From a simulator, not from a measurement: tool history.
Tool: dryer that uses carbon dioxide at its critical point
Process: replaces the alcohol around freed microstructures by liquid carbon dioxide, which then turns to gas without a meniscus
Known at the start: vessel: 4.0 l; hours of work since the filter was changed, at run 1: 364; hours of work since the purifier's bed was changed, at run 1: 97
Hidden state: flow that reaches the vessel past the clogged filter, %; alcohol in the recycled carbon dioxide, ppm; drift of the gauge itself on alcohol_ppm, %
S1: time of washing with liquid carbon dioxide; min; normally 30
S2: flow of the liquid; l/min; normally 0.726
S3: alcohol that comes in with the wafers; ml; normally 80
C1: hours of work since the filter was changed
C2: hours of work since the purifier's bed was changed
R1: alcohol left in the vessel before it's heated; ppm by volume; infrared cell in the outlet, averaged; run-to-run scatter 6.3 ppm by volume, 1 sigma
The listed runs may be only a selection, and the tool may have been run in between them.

{"run": 1, "hour": 0.0, "S1": 30, "S2": 0.726, "S3": 80, "C1": 364, "C2": 97, "R1": 437}
{"run": 2, "hour": 17.0, "S1": 30, "S2": 0.726, "S3": 80, "C1": 375, "C2": 108, "R1": 447}
{"run": 3, "hour": 38.3, "S1": 30, "S2": 0.726, "S3": 80, "C1": 389, "C2": 122, "R1": 472}
{"run": 4, "hour": 59.9, "S1": 30, "S2": 0.726, "S3": 68, "C1": 403, "C2": 136, "R1": 396}
{"run": 5, "hour": 87.2, "S1": 30, "S2": 0.726, "S3": 68, "C1": 421, "C2": 154, "R1": 409}
{"run": 6, "hour": 106.7, "S1": 30, "S2": 0.726, "S3": 68, "C1": 434, "C2": 167, "R1": 417}
{"run": 7, "hour": 126.5, "S1": 30, "S2": 0.726, "S3": 68, "C1": 447, "C2": 180, "R1": 448}
{"run": 8, "hour": 140.9, "S1": 30, "S2": 0.726, "S3": 68, "C1": 456, "C2": 189, "R1": 441}
{"hour": 143.4, "done": "inlet filter changed"}
{"run": 9, "hour": 156.7, "S1": 30, "S2": 0.726, "S3": 80, "C1": 9, "C2": 199, "R1": 279}
{"run": 10, "hour": 174.1, "S1": 30, "S2": 0.726, "S3": 80, "C1": 20, "C2": 210, "R1": 285}
{"run": 11, "hour": 194.2, "S1": 30, "S2": 1.004, "S3": 70, "C1": 33, "C2": 223, "R1": 74}
{"run": 12, "hour": 218.6, "S1": 30, "S2": 1.004, "S3": 70, "C1": 49, "C2": 239, "R1": 73}
{"run": 13, "hour": 251.6, "S1": 20, "S2": 1.004, "S3": 42, "C1": 70, "C2": 260, "R1": 230}
{"run": 14, "hour": 275.1, "S1": 27, "S2": 1.004, "S3": 50, "C1": 86, "C2": 276, "R1": 94}
{"run": 15, "hour": 293.0, "S1": 30, "S2": 0.726, "S3": 111, "C1": 97, "C2": 287, "R1": 430}
{"run": 16, "hour": 313.6, "S1": 30, "S2": 0.726, "S3": 111, "C1": 111, "C2": 301, "R1": 446}
{"run": 17, "hour": 341.4, "S1": 31, "S2": 0.726, "S3": 37, "C1": 129, "C2": 319, "R1": 164}

Predict each of these 3 candidate next runs independently; none follows another, all start after run 17:
{"run": "A", "hour": 367.8, "S1": 30, "S2": 0.687, "S3": 20, "C1": 146, "C2": 336, "R1": "?"}
{"run": "B", "hour": 367.8, "S1": 28, "S2": 0.88, "S3": 25, "C1": 146, "C2": 336, "R1": "?"}
{"run": "C", "hour": 367.8, "S1": 22, "S2": 1.058, "S3": 29, "C1": 146, "C2": 336, "R1": "?"}

run=A R1=143
run=B R1=95
run=C R1=108
Without the tool's hidden state the same runs would have given:
run=A R1=88
run=B R1=42
run=C R1=53
